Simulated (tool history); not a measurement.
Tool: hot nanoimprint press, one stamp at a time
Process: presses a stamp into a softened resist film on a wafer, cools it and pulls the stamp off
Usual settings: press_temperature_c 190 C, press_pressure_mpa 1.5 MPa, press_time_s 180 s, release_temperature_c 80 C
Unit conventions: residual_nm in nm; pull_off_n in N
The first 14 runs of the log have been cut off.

| run | hour | press_temperature_c | press_pressure_mpa | press_time_s | release_temperature_c | hours of work since the thermocouple was calibrated | imprints on the stamp's release coat | hours of work since the press's seals were changed | residual_nm | pull_off_n |
|---|---|---|---|---|---|---|---|---|---|---|
| 15 | 436.6 | 190 | 1.5 | 180 | 84 | 101 | 1069 | 894 | 153.3 | 171 |
| 16 | 472 | 190 | 1.45 | 318 | 71 | 119 | 1126 | 912 | 124.9 | 193 |
|  | 478.3 | gauge calibrated |
| 17 | 490.5 | 190 | 1.45 | 318 | 71 | 128 | 1156 | 921 | 122 | 199 |
| 18 | 528.4 | 190 | 1.5 | 195 | 80 | 148 | 1216 | 940 | 146.9 | 172 |
| 19 | 570.7 | 191 | 1.5 | 122 | 80 | 169 | 1284 | 962 | 167.1 | 176 |
| 20 | 602.8 | 191 | 1.5 | 122 | 80 | 186 | 1335 | 979 | 166.8 | 173 |
| 21 | 623.8 | 191 | 1.5 | 122 | 80 | 197 | 1369 | 989 | 167.8 | 178 |
| 22 | 644.5 | 186 | 0.97 | 190 | 74 | 207 | 1402 | 1000 | 203.6 | 192 |
| 23 | 662.6 | 193 | 1.81 | 180 | 80 | 216 | 1431 | 1009 | 122.7 | 176 |
| 24 | 692.8 | 190 | 0.98 | 184 | 80 | 232 | 1479 | 1025 | 177 | 175 |
| 25 | 721.7 | 195 | 1.59 | 126 | 75 | 247 | 1525 | 1039 | 135.9 | 186 |
| 26 | 748.3 | 195 | 1.59 | 126 | 75 | 260 | 1568 | 1053 | 135.6 | 187 |
|  | 771.3 | plate thermocouple calibrated |
| 27 | 781.6 | 189 | 1.8 | 224 | 77 | 5 | 1617 | 1068 | 137.6 | 187 |
| 28 | 818.5 | 184 | 1.82 | 180 | 78 | 24 | 1676 | 1087 | 185.3 | 180 |
|  | 858.3 | stamp cleaned and given a new release coat |
| 29 | 863.7 | 184 | 1.82 | 180 | 78 | 44 | 8 | 1107 | 187.9 | 180 |
| 30 | 894.4 | 183 | 1.67 | 238 | 79 | 60 | 58 | 1123 | 185 | 175 |

3 ways to go on from here, each from the tool as it stands after run 30. What would each give?
|  | 907.1 | press's hydraulic seals changed and the load cell set to zero |
| A | 935.8 | 185 | 1.67 | 238 | 79 | 77 | 111 | 15 | ? | ? |
|  | 907.1 | press's hydraulic seals changed and the load cell set to zero |
| B | 935.8 | 183 | 1.67 | 206 | 82 | 77 | 111 | 15 | ? | ? |
|  | 907.1 | press's hydraulic seals changed and the load cell set to zero |
| C | 935.8 | 190 | 1.5 | 334 | 73 | 77 | 111 | 15 | ? | ? |

| run | residual_nm | pull_off_n |
|---|---|---|
| A | 167.7 | 176 |
| B | 194 | 169 |
| C | 120.9 | 197 |
Stripped of hidden state, with their random variation kept, the same runs would have yielded:
| run | residual_nm | pull_off_n |
|---|---|---|
| A | 163.6 | 175 |
| B | 189.3 | 169 |
| C | 118 | 197 |

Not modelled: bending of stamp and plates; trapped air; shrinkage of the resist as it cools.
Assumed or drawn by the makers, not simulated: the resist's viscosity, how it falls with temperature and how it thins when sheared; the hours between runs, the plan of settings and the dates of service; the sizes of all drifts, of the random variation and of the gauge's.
